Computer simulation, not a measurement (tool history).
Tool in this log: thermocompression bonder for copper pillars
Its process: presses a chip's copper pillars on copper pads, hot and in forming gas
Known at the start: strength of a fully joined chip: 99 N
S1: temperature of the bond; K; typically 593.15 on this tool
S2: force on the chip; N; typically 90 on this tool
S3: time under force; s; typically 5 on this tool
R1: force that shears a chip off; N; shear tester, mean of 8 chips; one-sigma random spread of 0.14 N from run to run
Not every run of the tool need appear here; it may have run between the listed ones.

Run 1, day 0: usual settings. Result: R1 53.7 N.
Run 2, day 0.292: usual settings. Result: R1 53.5 N.
Run 3, day 0.762: usual settings. Result: R1 54 N.
Run 4, day 1.329: usual settings. Result: R1 53.9 N.
Run 5, day 1.783: usual settings. Result: R1 53.7 N.
Run 6, day 2.192: usual settings. Result: R1 53.4 N.
Run 7, day 2.446: usual settings. Result: R1 53.6 N.
Run 8, day 2.967: usual settings. Result: R1 53.5 N.
Run 9, day 3.233: usual settings but S1 588.15 K. Result: R1 51.7 N.
Run 10, day 3.488: usual settings but S2 84 N. Result: R1 50.9 N.
Run 11, day 3.867: usual settings but S2 84 N. Result: R1 50.4 N.
Run 12, day 4.125: usual settings. Result: R1 53.3 N.
Run 13, day 4.467: usual settings but S1 620.15 K, S2 87 N, S3 3 s. Result: R1 52.4 N.
Run 14, day 4.796: usual settings but S3 3 s. Result: R1 44.7 N.
Run 15, day 5.192: usual settings but S1 585.15 K, S3 6 s. Result: R1 53.3 N.
Run 16, day 5.579: usual settings but S1 577.15 K, S2 64 N. Result: R1 34.8 N.
Run 17, day 6.138: usual settings but S1 614.15 K, S2 92 N, S3 13 s. Result: R1 77.8 N.
Run 18, day 6.446: usual settings but S2 61 N, S3 6 s. Result: R1 41.2 N.
Run 19, day 6.788: usual settings but S1 582.15 K, S3 7 s. Result: R1 55 N.
Run 20, day 7.312: usual settings but S1 582.15 K, S3 7 s. Result: R1 54.9 N.
Run 21, day 7.8: usual settings but S1 582.15 K, S3 14 s. Result: R1 66.8 N.
Run 22, day 8.338: usual settings but S1 574.15 K, S3 3 s. Result: R1 37.9 N.
Run 23, day 8.792: usual settings but S1 574.15 K, S3 3 s. Result: R1 38.3 N.
Run 24, day 9.029: usual settings but S1 574.15 K, S3 3 s. Result: R1 38 N.

Taken out of this log: 2 entries between the listed runs. Where each belongs, and how the hidden state differs across it:
Run 14 -> run 15: force cell calibrated (day 4.908)
  force that reaches the chip, % of what is set: 99.3 -> 99.1; oxide that the forming gas leaves, % of the face: 2.82 -> 2.93
  measured value less the no-hidden-state value, R1: -1.1 -> -1.5 N
Run 17 -> run 18: force cell calibrated, once more (day 6.3)
  force that reaches the chip, % of what is set: 99.1 -> 99.9; oxide that the forming gas leaves, % of the face: 3.22 -> 3.3
  measured value less the no-hidden-state value, R1: -2.3 -> -1.1 N
